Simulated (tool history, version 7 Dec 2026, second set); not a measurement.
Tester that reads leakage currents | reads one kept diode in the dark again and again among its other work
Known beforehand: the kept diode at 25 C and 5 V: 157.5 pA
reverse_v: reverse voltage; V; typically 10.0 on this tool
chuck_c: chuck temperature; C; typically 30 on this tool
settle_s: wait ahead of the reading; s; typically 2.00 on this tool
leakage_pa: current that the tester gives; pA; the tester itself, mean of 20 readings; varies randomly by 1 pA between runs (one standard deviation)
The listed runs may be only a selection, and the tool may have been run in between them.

run      day  reverse_v  chuck_c  settle_s  leakage_pa
  1    0.000       10.0       30      2.00      335.85
  2    4.808       10.0       30      2.00      335.87
  3   10.100       10.0       23      2.00      185.23
  4   13.167       10.0       30      2.00      335.96
  5   18.196       10.0       30      2.00      336.50
  6   21.892       10.0       26      2.00      239.72
  7   24.521       10.0       30      2.00      335.05
  8   29.375        5.0       30      2.00      241.19
  9   32.842       10.0       25      2.00      220.81
 10   38.471       10.0       30      2.00      336.03
 11   42.800       10.0       30      2.00      335.66
 12   45.412       10.0       30      2.00      336.19
 13   48.321       10.0       30      3.94      334.69
 14   51.817       10.0       30      3.94      336.63
 15   56.488       10.0       30      3.94      338.32
 16   60.175       10.0       30      3.94      334.74
 17   65.746       10.0       30      3.94      338.25
 18   69.129       10.0       30      3.94      333.89
 19   75.025       10.0       30      3.94      336.93
 20   80.562       10.0       30      3.94      335.26
 21   84.158       10.0       30      3.94      335.43
 22   87.962       10.0       21      1.71      155.24
 23   91.842       10.0       21      1.71      155.64
 24   97.683       10.0       21      1.56      156.46
 25  101.217       10.0       21      1.56      156.35
     106.179  -- chuck's temperature calibrated
 26  106.688       14.0       26      0.96      284.55
 27  109.183       14.0       26      6.44      281.35
 28  113.438        5.2       54      4.48     1551.79
 29  118.017       10.0       24      3.78      202.07
 30  121.121       10.0       25      1.16      222.06
 31  125.354       10.0       30      8.32      336.32
 32  128.054        2.1       21      9.59       73.68
 33  132.792        6.1       46      2.14      933.42
 34  137.367        6.2       46      0.47      936.39
 35  142.850        6.2       46      0.47      943.64
 36  147.625        6.2       46      0.47      942.82
 37  152.371        5.6       24      7.71      152.31
 38  156.950       10.0       43      9.36      946.27
 39  160.725        4.3       29      0.80      206.19
 40  163.767        4.0       37      0.92      380.57
     167.625  -- probe card cleaned and baked
 41  168.938        3.7       30      1.32      207.82

Below are 3 alternative next runs, each starting from the tool's condition after run 41. Predict each:
  A  173.867       15.5       60      7.16           ?
  B  173.867        1.5       30      1.32           ?
  C  173.867        7.1       30      2.00           ?

run  leakage_pa
  A     3977.01
  B      136.10
  C      284.82
Without the tool's hidden state the same runs would have given:
run  leakage_pa
  A     3975.83
  B      136.05
  C      284.72
